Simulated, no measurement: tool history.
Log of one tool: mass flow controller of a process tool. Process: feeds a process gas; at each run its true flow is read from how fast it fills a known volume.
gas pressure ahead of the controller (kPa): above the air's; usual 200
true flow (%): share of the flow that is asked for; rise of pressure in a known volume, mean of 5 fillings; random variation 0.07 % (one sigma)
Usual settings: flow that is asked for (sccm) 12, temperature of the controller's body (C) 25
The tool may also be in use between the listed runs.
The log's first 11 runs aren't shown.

run      day  flow that is asked for (sccm)  gas pressure ahead of the controller (kPa)  temperature of the controller's body (C)  true flow (%)
 12  162.492                             12                                         148                                        39          99.28
 13  180.421                             12                                         148                                        39          99.16
 14  190.821                             12                                         148                                        39          99.23
 15  205.362                             12                                         200                                        25          99.35
 16  224.608                             12                                         200                                        27          99.39
 17  235.367                             12                                         200                                        27          99.53
 18  249.104                             12                                         200                                        27          99.42
 19    263.2                              5                                         151                                        23         100.66
 20  278.158                              5                                         226                                        30         101.54
 21  288.596                             10                                         200                                        20          99.43
     300.292  -- controller's zero set anew
 22  301.438                             10                                         200                                        20          96.96
 23  317.408                             10                                         187                                        22          96.94
 24  326.175                             10                                         179                                        33             97
 25   339.85                              7                                         244                                        25          97.07
 26  350.817                              7                                         244                                        25          97.06
 27  365.958                              5                                         146                                        21           96.3
 28  382.592                              2                                         200                                        35          98.03
 29  392.175                              2                                         200                                        35          98.32
 30   409.15                             12                                         236                                        25          97.68
 31    427.8                              2                                         225                                        40          99.33
 32  446.796                             12                                         166                                        25          97.29
 33  454.812                             12                                         166                                        25          97.17

4 ways to go on from here, each from the tool as it stands after run 33. What would each give?
  A  468.667                              5                                         141                                        21              ?
  B  468.667                             12                                         225                                        26              ?
  C  468.667                              4                                         190                                        26              ?
  D  468.667                              6                                         158                                        25              ?

run  true flow (%)
  A          96.95
  B          97.61
  C           97.8
  D          96.93
Without the tool's hidden state the same runs would have given:
run  true flow (%)
  A           97.2
  B          98.99
  C          97.57
  D          97.51

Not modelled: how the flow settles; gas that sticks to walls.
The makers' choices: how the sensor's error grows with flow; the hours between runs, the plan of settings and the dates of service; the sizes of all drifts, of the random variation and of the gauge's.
